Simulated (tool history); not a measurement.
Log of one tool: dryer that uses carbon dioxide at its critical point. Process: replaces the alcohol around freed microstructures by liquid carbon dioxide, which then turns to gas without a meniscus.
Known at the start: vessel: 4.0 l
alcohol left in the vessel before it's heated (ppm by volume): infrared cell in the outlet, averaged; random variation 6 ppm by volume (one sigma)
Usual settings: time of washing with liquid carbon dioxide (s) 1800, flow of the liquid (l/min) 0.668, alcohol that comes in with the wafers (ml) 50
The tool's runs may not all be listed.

run	day	time of washing with liquid carbon dioxide (s)	flow of the liquid (l/min)	alcohol that comes in with the wafers (ml)	alcohol left in the vessel before it's heated (ppm by volume)
1	0.000	1800	0.668	50	270
2	0.467	1800	0.668	50	286
3	0.933	1800	0.668	50	290
4	1.271	1800	0.668	96	511
5	1.679	2340	0.668	50	113
6	1.983	2580	0.668	50	82
7	2.412	1800	0.669	50	291
8	2.783	1800	0.669	50	293
9	3.183	1800	0.668	64	361
10	3.512	1800	0.972	64	84
11	3.904	1800	0.542	50	600
12	4.358	1800	0.542	50	607
13	4.838	2160	0.668	50	159
14	5.121	2160	0.668	50	161
15	5.350	1800	0.668	50	313
16	5.675	1800	0.668	42	265
17	6.021	1800	0.720	50	248
18	6.475	1800	0.720	50	235
19	6.854	2100	0.668	50	179
20	7.062	2100	0.668	50	190
21	7.338	1200	0.668	50	969
22	7.738	1200	0.668	50	1001
23	8.167	1800	0.668	50	322
24	8.417	1800	0.668	50	320
25	8.762	1800	0.668	50	317
26	8.962	1800	0.443	110	2350
27	9.442	1440	0.668	24	324
28	9.712	1200	0.683	24	493
29	9.992	1320	1.013	102	376
30	10.412	1440	0.530	63	1529
31	10.667	1440	0.530	63	1495
32	11.133	1800	0.515	86	1264
33	11.388	2160	0.515	36	331
34	11.704	2160	0.429	59	920
35	11.921	2160	0.429	59	944
36	12.258	2160	0.429	59	896
37	12.662	1980	0.439	59	1084
38	13.029	1260	0.504	82	2877
39	13.358	2220	0.418	23	406
40	13.621	1800	0.739	50	238
41	13.946	2640	0.485	96	523

The next listed run, before its measurement:
42	14.379	1080	0.556	115	?

{"run 42": {"alcohol left in the vessel before it's heated (ppm by volume)": 4544}}
Without the tool's hidden state the same run would have given alcohol left in the vessel before it's heated (ppm by volume) 3994.
